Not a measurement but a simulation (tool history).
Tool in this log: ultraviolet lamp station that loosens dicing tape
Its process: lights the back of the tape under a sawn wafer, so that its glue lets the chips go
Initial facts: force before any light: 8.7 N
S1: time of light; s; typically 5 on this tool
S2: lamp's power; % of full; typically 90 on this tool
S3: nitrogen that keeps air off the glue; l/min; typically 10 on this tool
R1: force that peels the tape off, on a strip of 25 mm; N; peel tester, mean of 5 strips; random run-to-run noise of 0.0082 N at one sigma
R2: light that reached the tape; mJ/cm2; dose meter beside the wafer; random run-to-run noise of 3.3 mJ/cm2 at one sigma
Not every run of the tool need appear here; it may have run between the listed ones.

{"run": 1, "hour": 0.0, "S1": 5, "S2": 90, "S3": 10, "R1": 0.372, "R2": 482}
{"run": 2, "hour": 14.2, "S1": 5, "S2": 90, "S3": 10, "R1": 0.372, "R2": 479}
{"run": 3, "hour": 37.1, "S1": 5, "S2": 90, "S3": 10, "R1": 0.376, "R2": 480}
{"run": 4, "hour": 60.7, "S1": 5, "S2": 90, "S3": 10, "R1": 0.366, "R2": 475}
{"run": 5, "hour": 83.4, "S1": 5, "S2": 90, "S3": 10, "R1": 0.371, "R2": 471}
{"run": 6, "hour": 105.8, "S1": 5, "S2": 90, "S3": 10, "R1": 0.396, "R2": 477}
{"run": 7, "hour": 139.9, "S1": 2, "S2": 83, "S3": 5, "R1": 2.91, "R2": 172}
{"run": 8, "hour": 168.3, "S1": 2, "S2": 83, "S3": 5, "R1": 3.055, "R2": 170}
{"run": 9, "hour": 190.7, "S1": 5, "S2": 90, "S3": 5, "R1": 0.637, "R2": 461}
{"run": 10, "hour": 220.0, "S1": 5, "S2": 80, "S3": 5, "R1": 0.809, "R2": 409}
{"run": 11, "hour": 247.1, "S1": 5, "S2": 80, "S3": 5, "R1": 0.837, "R2": 405}

How would selected steps in R1 from run to run divide? Give the signed amount a tool lacking its hidden state would still show from settings, what came in and random variation, and the signed amount left for the hidden state, including any gauge scatter that is not in both of the compared results.
The tool's hidden condition here consists of: lamp's light, % of a new lamp's; light that the window lets through, % of a clean one's; drift of the gauge itself on peel_n, %; drift of the gauge itself on dose_mj_cm2, %.
Run 6 -> 7: S1 5 -> 2, S2 90 -> 83, S3 10 -> 5. R1 +2.514 N: hidden state +0.277, all else +2.237.

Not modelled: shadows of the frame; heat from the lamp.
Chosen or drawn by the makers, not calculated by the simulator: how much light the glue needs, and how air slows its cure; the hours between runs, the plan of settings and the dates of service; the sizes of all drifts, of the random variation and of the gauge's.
